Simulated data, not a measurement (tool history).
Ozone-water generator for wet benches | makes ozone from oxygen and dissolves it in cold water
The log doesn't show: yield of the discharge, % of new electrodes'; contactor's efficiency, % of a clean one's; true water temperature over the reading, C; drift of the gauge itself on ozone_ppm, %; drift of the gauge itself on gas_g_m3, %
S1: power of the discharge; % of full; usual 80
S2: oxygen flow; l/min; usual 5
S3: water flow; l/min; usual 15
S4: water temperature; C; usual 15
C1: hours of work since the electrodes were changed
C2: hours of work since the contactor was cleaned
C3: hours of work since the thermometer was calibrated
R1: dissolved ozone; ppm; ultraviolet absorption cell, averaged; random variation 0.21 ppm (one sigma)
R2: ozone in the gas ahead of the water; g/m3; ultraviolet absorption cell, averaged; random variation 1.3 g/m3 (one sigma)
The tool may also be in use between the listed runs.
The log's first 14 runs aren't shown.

run	hour	S1	S2	S3	S4	C1	C2	C3	R1	R2
15	412.8	80	5.79	15	15	376	1831	1049	30	210.8
16	430.7	80	5.79	13	15	392	1847	1065	33.2	211.6
17	466	80	5.79	13	15	424	1879	1097	33.5	211
18	496.3	80	5.79	13	15	451	1906	1124	33.8	212.5
19	523.1	50	2.98	19	8	474	1930	1147	17.8	213.1
20	561.1	54	2.92	16	19	508	1964	1181	20	230.6
# hour 563.5: gauge calibrated
21	595.7	80	5	15	18	539	1994	1212	29.5	240.2
22	630.2	80	5	15	18	570	2025	1243	29.4	238.8
23	658.8	55	7.17	10	19	596	2051	1268	24.4	131.1
24	696.4	55	2.65	13	19	629	2084	1302	25.1	256.7
25	717.8	80	3.6	15	10	648	2103	1321	34.4	295.9
26	757.3	80	3.06	15	15	683	2139	1356	32.8	329.6
27	782.3	51	6	10	16	706	2161	1379	25.6	137.1
28	802.8	51	6	10	16	724	2179	1397	25.6	137.7
29	822.1	51	6	10	16	741	2196	1414	25.8	137.1
30	847.9	51	6	10	16	764	2219	1437	25.1	137.1

Forecast run 31:
31	864.3	51	6	10	16	779	2234	1452	?	?

Run 31 gave R1 25.7 ppm, R2 136.3 g/m3.
Without the tool's hidden state the same run would have given R1 25.7 ppm, R2 138.6 g/m3.
